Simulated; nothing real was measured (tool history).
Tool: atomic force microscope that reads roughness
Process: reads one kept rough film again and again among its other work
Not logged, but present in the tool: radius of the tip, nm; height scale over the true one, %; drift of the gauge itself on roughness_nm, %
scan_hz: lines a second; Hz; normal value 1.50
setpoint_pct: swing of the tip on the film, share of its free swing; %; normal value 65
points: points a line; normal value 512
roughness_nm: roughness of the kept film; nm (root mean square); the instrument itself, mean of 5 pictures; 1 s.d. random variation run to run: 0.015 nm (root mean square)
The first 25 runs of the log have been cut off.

run,hour,scan_hz,setpoint_pct,points,pictures with this tip,hours of work since the height scale was calibrated,roughness_nm
26,313.5,1.50,65,686,123,348,3.123
# hour 316.8: new tip fitted
27,322.5,1.50,65,891,9,353,3.589
28,334.1,2.92,78,504,26,359,2.940
29,346.0,2.92,78,504,44,365,2.892
30,362.5,2.92,78,504,69,373,2.804
31,369.7,2.92,78,307,80,377,2.735
32,379.8,2.92,78,307,95,382,2.691
33,387.3,1.98,78,307,106,386,2.884
# hour 389.8: height scale calibrated on a step standard
34,396.5,0.74,75,567,118,3,3.193
# hour 402.8: new tip fitted
35,409.5,0.84,75,567,10,10,3.615
36,426.8,1.90,75,567,36,19,3.237
37,441.6,2.27,82,1013,58,26,2.876

Estimate the outcome of run 38 from the log above:
38,451.3,2.27,82,1013,73,31,?

Logged for run 38: roughness_nm 2.847 nm (root mean square).
Take away the tool's hidden state, keep the run-to-run variation as it was, and the same run would have given roughness_nm 3.141 nm (root mean square).

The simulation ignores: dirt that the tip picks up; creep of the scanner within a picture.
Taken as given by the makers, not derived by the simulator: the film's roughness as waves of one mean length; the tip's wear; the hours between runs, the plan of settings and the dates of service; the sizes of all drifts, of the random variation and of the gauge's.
